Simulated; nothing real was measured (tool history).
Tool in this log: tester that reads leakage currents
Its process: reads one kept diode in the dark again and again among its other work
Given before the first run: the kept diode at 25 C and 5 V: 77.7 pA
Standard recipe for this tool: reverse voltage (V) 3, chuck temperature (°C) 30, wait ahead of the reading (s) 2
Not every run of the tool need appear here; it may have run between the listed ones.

run	day	reverse voltage (V)	chuck temperature (°C)	wait ahead of the reading (s)	current that the tester gives (pA)
1	0	3	30	2	89.26
2	1.517	3	30	2	89.51
3	3.792	3	30	2	89.53
4	5.462	3	30	2	89.81
5	6.617	10.81	30	2	176.57
6	8.712	3	30	2	90.47
7	9.775	3	30	2	90.22
8	11.317	3	30	2	90.06
9	13.767	3	34	2	118.88
10	15.996	3	34	2	119.55
11	17.133	3	34	2	119.14
12	18.971	2.1	52	2	315.17
13	20.038	3	34	2	120.67
14	21.35	4.25	22	2	64.23
15	23.5	7.17	30	0.84	148.1
16	25.7	7.17	30	0.84	148.57
17	27.896	3	41	2	192
18	29.896	3	42	2.4	203.99
19	31.308	3.35	30	1.64	99.54
20	33.238	9.54	59	0.58	1050.19
21	35.108	11.36	22	0.58	120.38
22	36.533	11.36	40	0.38	370.79

Forecast each of these 5 alternatives for the next run:
A	38.654	1.9	30	2.53	?
B	38.654	12.01	33	0.83	?
C	38.654	19.44	44	1.04	?
D	38.654	11.36	40	0.76	?
E	38.654	9.44	40	9.23	?

run	current that the tester gives (pA)
A	74.34
B	243.91
C	621.69
D	367.23
E	329.39
With no hidden state in the tool, these same runs would have given:
run	current that the tester gives (pA)
A	68.76
B	218.82
C	573.12
D	338.41
E	304.22

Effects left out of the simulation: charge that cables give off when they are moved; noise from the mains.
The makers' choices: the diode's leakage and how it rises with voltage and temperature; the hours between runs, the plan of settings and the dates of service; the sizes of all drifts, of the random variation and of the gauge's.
